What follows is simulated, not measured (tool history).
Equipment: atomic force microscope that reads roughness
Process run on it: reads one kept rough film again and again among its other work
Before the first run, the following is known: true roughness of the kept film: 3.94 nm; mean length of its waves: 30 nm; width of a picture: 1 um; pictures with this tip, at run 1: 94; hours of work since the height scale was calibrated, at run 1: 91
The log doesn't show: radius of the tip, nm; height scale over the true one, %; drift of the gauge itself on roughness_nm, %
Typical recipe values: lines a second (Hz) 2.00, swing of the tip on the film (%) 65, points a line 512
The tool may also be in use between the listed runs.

run,hour,lines a second (Hz),swing of the tip on the film (%),points a line,pictures with this tip,hours of work since the height scale was calibrated,roughness of the kept film (nm (root mean square))
1,0.0,2.00,65,512,94,91,2.217
# hour 5.7: new tip fitted
2,10.8,2.14,65,512,12,99,2.935
3,19.1,2.14,65,326,30,105,2.720
4,29.9,1.27,65,512,55,113,2.632
5,40.9,2.00,65,512,80,121,2.361
6,46.1,2.00,89,512,92,125,1.901
7,50.8,2.00,65,512,103,128,2.198
# hour 53.4: new tip fitted
8,61.1,2.00,65,512,18,136,2.846
9,65.8,2.00,65,512,29,139,2.747
10,75.1,2.00,65,512,50,146,2.575
11,79.7,2.00,65,512,60,150,2.484
12,90.7,2.00,65,512,85,158,2.300
13,98.2,2.00,65,512,102,163,2.197
# hour 100.3: new tip fitted
14,108.3,2.00,65,512,18,171,2.822
15,117.6,2.00,65,695,39,178,2.639
16,123.8,0.67,65,512,53,182,2.649
17,134.1,2.00,65,512,77,190,2.355
18,139.5,2.00,65,512,89,194,2.273
# hour 147.3: new tip fitted
19,150.5,2.00,65,474,7,202,2.991
20,156.8,2.00,65,474,21,206,2.834
21,162.1,2.00,65,512,33,210,2.720
22,168.7,2.00,65,512,49,215,2.581
23,178.1,1.17,65,512,70,222,2.488
24,185.2,1.17,65,512,86,228,2.362
# hour 194.6: new tip fitted
25,195.7,1.17,65,512,3,235,3.103
26,202.2,2.00,65,512,18,240,2.823
27,210.4,0.69,65,512,36,246,2.803
28,215.0,0.69,65,512,47,250,2.678
29,219.8,0.69,87,358,58,253,2.429
30,224.7,0.69,87,358,69,257,2.363
31,231.0,1.41,67,576,83,261,2.335
32,240.3,1.81,72,447,104,268,2.100
# hour 241.6: new tip fitted
33,250.4,1.81,86,447,20,276,2.475
34,255.3,1.79,82,795,31,279,2.489
35,265.9,3.58,65,647,56,287,2.375
36,270.7,1.52,65,913,66,291,2.471
37,279.4,3.68,75,509,86,297,1.956
38,284.6,2.00,74,512,98,301,2.087
# hour 288.4: new tip fitted
39,290.3,2.00,74,512,4,305,2.870
40,299.7,2.53,70,512,25,312,2.663
41,304.4,0.89,65,512,36,316,2.818
42,310.1,0.89,65,512,49,320,2.698
43,317.9,3.81,87,392,67,326,1.742
44,328.5,3.81,87,392,91,334,1.635
# hour 335.6: new tip fitted
45,337.4,3.81,87,399,4,340,2.156
46,346.5,1.23,65,477,25,347,2.874
47,356.7,1.23,65,477,48,354,2.695
48,361.9,1.23,65,477,60,358,2.572
49,366.6,1.51,65,477,70,362,2.462
50,374.1,1.51,65,477,87,367,2.346
# hour 382.8: new tip fitted
51,383.4,1.42,86,759,1,374,2.819
52,392.4,0.89,66,329,22,381,2.966

Below, some changes in roughness of the kept film (nm (root mean square)) between adjacent runs. For each, the amount present without the hidden state too (settings, incoming material, random variation) and the amount remaining for the hidden state with gauge scatter not shared by both compared results:
Run 24 -> 25: new tip fitted. roughness of the kept film (nm (root mean square)) +0.741: hidden state +0.735, all else +0.006.
Run 38 -> 39: new tip fitted. roughness of the kept film (nm (root mean square)) +0.783: hidden state +0.791, all else -0.008.
Run 42 -> 43: lines a second (Hz) 0.89 -> 3.81, swing of the tip on the film (%) 65 -> 87, points a line 512 -> 392. roughness of the kept film (nm (root mean square)) -0.956: hidden state +0.056, all else -1.012.
Run 50 -> 51: lines a second (Hz) 1.51 -> 1.42, swing of the tip on the film (%) 65 -> 86, points a line 477 -> 759, new tip fitted. roughness of the kept film (nm (root mean square)) +0.473: hidden state +0.777, all else -0.304.

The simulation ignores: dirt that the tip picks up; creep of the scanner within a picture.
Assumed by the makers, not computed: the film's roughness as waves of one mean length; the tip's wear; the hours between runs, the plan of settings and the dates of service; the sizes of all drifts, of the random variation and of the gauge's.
